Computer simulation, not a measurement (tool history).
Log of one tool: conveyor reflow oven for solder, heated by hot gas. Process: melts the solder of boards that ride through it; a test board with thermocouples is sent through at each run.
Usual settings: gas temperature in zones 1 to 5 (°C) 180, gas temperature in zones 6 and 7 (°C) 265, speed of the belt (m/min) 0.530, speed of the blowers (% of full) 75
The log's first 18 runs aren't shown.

| run | hour | gas temperature in zones 1 to 5 (°C) | gas temperature in zones 6 and 7 (°C) | speed of the belt (m/min) | speed of the blowers (% of full) | highest temperature of the board (°C) | time above the solder's melting point (s) |
|---|---|---|---|---|---|---|---|
| 19 | 256.8 | 182 | 255 | 0.548 | 52 | 236.9 | 50.6 |
| 20 | 274.2 | 168 | 264 | 0.635 | 75 | 240.3 | 41.8 |
| 21 | 287.7 | 187 | 279 | 0.451 | 58 | 265.3 | 97.7 |
| 22 | 303.7 | 187 | 264 | 0.443 | 58 | 252.2 | 90.3 |
| 23 | 318.7 | 187 | 264 | 0.443 | 58 | 252.6 | 89.7 |
| 24 | 327.9 | 178 | 265 | 0.530 | 85 | 250.9 | 68.0 |
| 25 | 343.1 | 178 | 274 | 0.590 | 80 | 253.9 | 63.0 |
| 26 | 361.1 | 172 | 279 | 0.553 | 58 | 254.8 | 65.1 |
| 27 | 380.4 | 172 | 279 | 0.507 | 58 | 258.5 | 74.8 |
| 28 | 398.5 | 188 | 255 | 0.510 | 63 | 241.5 | 67.3 |
| 29 | 416.0 | 188 | 255 | 0.597 | 63 | 237.2 | 49.6 |
| 30 | 426.3 | 188 | 255 | 0.533 | 58 | 239.3 | 60.5 |

4 ways to go on from here, each from the tool as it stands after run 30. What would each give?
|  | 443.7 | flux residue cleaned out of gas plates and filters |
| A | 450.4 | 167 | 255 | 0.533 | 58 | ? | ? |
|  | 443.7 | flux residue cleaned out of gas plates and filters |
| B | 450.4 | 188 | 255 | 0.572 | 87 | ? | ? |
|  | 443.7 | flux residue cleaned out of gas plates and filters |
| C | 450.4 | 180 | 266 | 0.617 | 62 | ? | ? |
|  | 443.7 | flux residue cleaned out of gas plates and filters |
| D | 450.4 | 192 | 258 | 0.440 | 75 | ? | ? |

| run | highest temperature of the board (°C) | time above the solder's melting point (s) |
|---|---|---|
| A | 237.6 | 48.0 |
| B | 243.5 | 62.3 |
| C | 245.4 | 52.9 |
| D | 250.4 | 94.1 |
Without the tool's hidden state the same runs would have given:
| run | highest temperature of the board (°C) | time above the solder's melting point (s) |
|---|---|---|
| A | 238.3 | 48.8 |
| B | 244.2 | 62.8 |
| C | 246.1 | 53.4 |
| D | 251.1 | 94.4 |
